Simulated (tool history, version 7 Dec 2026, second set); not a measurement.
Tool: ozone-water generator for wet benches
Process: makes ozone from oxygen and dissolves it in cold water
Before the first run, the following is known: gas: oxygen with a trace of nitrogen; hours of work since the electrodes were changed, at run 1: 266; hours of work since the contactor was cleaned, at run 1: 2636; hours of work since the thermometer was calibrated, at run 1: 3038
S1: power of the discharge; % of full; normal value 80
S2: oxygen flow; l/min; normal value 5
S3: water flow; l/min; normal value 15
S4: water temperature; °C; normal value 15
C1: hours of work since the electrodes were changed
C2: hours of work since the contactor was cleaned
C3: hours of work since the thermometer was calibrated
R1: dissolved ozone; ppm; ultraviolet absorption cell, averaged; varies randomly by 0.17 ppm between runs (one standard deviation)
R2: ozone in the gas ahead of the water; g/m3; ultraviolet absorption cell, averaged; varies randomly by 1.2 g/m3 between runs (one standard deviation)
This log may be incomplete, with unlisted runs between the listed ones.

run   hour  S1    S2  S3  S4   C1    C2    C3    R1     R2
  1      0  80     5  15  15  266  2636  3038  20.3  219.4
  2   28.9  80     5  15  15  288  2658  3060  20.5  219.9
  3   65.8  80     5  15  15  316  2685  3087  20.4  218.2
  4   87.4  80     5  15  15  332  2702  3103  20.3  216.6
  5  110.7  80  3.77  15  15  349  2719  3121  20.4  255.9
  6  133.6  80  3.77  15  15  366  2736  3138  20.2  258.4
  7  151.4  52  3.77  15  15  379  2749  3151  16.6  208.8
  8  180.3  52  3.77  15  15  401  2771  3173  16.3  207.5
  9  200.7  52  5.69  15  15  416  2786  3188  16.3  163.3
 10  237.5  52  5.69  15  15  444  2814  3216  16.3  164.1
 11  274.9  52  5.69  15  15  472  2842  3244  16.1  164.5
 12  291.2  80     5  18  15  484  2854  3256  17.6  218.6
 13  323.7  80     5  18  15  508  2878  3280  17.6    217
 14  360.9  80     5  18  15  536  2906  3308  17.6  217.3
 15  394.7  80     5  18  15  561  2931  3333  17.6  216.6
 16  427.5  80     5  18  15  586  2956  3357  17.4  218.2
 17  465.6  80     5  18  15  614  2984  3386  17.5  217.9
 18  489.5  80  2.81  15  15  632  3002  3404  19.9  300.8
 19  506.5  80  2.81  15  15  645  3015  3416  19.8  298.5
 20  542.4  80  2.81  15  15  672  3041  3443  19.9  300.6
 21  580.7  80  2.81  15  15  700  3070  3472  19.6  299.6
 22  600.4  80     5  20  17  715  3085  3487  15.5  217.6

Predict the results of run 23:
 23  621.5  43  2.91  19  17  731  3100  3502   ?   ?

Logged for run 23: R1 11.6 ppm, R2 216.7 g/m3.
If the tool had no hidden condition, the same run with the same run-to-run variation would have returned R1 12.7 ppm, R2 222.3 g/m3.
